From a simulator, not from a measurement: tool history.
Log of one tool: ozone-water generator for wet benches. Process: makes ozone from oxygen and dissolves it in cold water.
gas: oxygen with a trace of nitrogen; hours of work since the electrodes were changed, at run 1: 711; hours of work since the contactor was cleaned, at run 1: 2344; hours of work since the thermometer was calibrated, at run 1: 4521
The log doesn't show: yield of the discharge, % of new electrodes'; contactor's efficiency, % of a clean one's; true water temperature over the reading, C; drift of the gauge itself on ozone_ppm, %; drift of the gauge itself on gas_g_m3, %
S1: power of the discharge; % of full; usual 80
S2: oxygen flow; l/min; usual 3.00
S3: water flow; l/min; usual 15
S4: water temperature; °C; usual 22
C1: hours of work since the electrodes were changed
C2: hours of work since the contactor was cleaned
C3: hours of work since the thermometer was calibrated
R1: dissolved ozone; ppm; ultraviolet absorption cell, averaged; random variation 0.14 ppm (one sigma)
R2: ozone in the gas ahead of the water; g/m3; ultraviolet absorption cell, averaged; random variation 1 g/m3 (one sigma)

run    hour  S1    S2  S3  S4    C1    C2    C3    R1     R2
  1     0.0  80  3.00  15  22   711  2344  4521  14.9  173.0
  2   111.2  80  4.14  15  22   815  2448  4625  15.9  152.7
      132.6  -- water thermometer calibrated
  3   253.8  80  4.14  15  22   947  2580   113  15.8  151.5
  4   343.7  80  4.14  15  22  1030  2663   196  15.7  151.2
  5   487.7  80  4.14  15  22  1164  2797   330  15.5  148.8
  6   623.1  80  3.00  15  22  1290  2923   456  14.6  167.6
  7   744.8  80  3.00  15  22  1403  3036   569  14.5  168.0
  8   880.4  80  3.00  15  22  1529  3162   695  14.5  165.5
  9   975.0  80  3.00  15  22  1617  3250   783  14.2  165.3
 10  1070.5  80  3.00  15  22  1706  3339   872  14.3  166.3
 11  1146.8  80  3.00  15  22  1777  3410   943  14.3  164.8
 12  1284.9  56  3.00  15  22  1905  3538  1071  11.1  129.4
 13  1402.0  56  3.00  15  22  2014  3647  1180  11.0  129.7
 14  1509.2  56  3.00  15  22  2114  3746  1279  11.2  129.4
 15  1573.5  56  3.00  15  22  2173  3806  1339  11.2  129.1
 16  1635.9  80  3.00  15  22  2231  3864  1397  14.1  163.5
 17  1777.5  80  3.00  15  22  2363  3996  1529  13.9  160.0
 18  1850.7  80  5.25  15  22  2431  4064  1597  14.9  129.2
 19  1959.8  44  1.50  21  28  2533  4165  1698   5.0  143.3
 20  2057.8  44  2.07  21  25  2624  4256  1789   5.7  125.1
 21  2147.1  95  2.07  20  25  2707  4339  1872  10.0  204.1
 22  2226.9  45  4.03  17  27  2781  4413  1947   8.1   97.4
 23  2293.3  67  3.61  17  15  2842  4475  2008  12.3  130.8
 24  2393.8  56  3.00  11  15  2936  4569  2102  15.6  125.0
 25  2473.2  54  1.73  11  22  3010  4642  2175  12.4  151.2
 26  2595.1  80  1.56  15  17  3123  4756  2289  11.4  200.6
 27  2691.7  80  4.98   9  22  3213  4846  2379  20.3  127.9
 28  2800.6  80  4.98   9  22  3314  4947  2480  20.3  127.5
 29  2946.4  80  4.98   9  22  3449  5082  2615  20.3  125.4
 30  3046.9  92  3.39  15  28  3543  5176  2709  13.2  160.2
 31  3140.7  92  3.39  15  28  3630  5263  2796  13.5  158.5
 32  3234.3  67  3.00  15  22  3717  5350  2883  11.5  137.8

Measured less the same run without the tool's hidden state. The same run-to-run variation is in both; the gauge's scatter may not be:
run    R1     R2
  1  -0.9   -4.8
  2  -1.1   -4.9
  3  -1.2   -5.6
  4  -1.2   -6.0
  5  -1.4   -6.8
  6  -1.4   -8.5
  7  -1.5   -9.3
  8  -1.6  -10.0
  9  -1.7  -10.7
 10  -1.7  -11.2
 11  -1.7  -11.7
 12  -1.2   -7.5
 13  -1.3   -8.0
 14  -1.4   -8.4
 15  -1.4   -8.7
 16  -2.1  -14.7
 17  -2.2  -15.4
 18  -2.5  -12.9
 19  -0.7   -9.1
 20  -0.8   -8.3
 21  -2.0  -25.5
 22  -1.1   -7.1
 23  -2.2  -13.6
 24  -2.3  -11.7
 25  -1.9  -14.2
 26  -2.4  -26.3
 27  -3.9  -17.4
 28  -3.9  -17.8
 29  -4.1  -18.5
 30  -3.3  -26.4
 31  -3.4  -26.8
 32  -2.6  -19.3
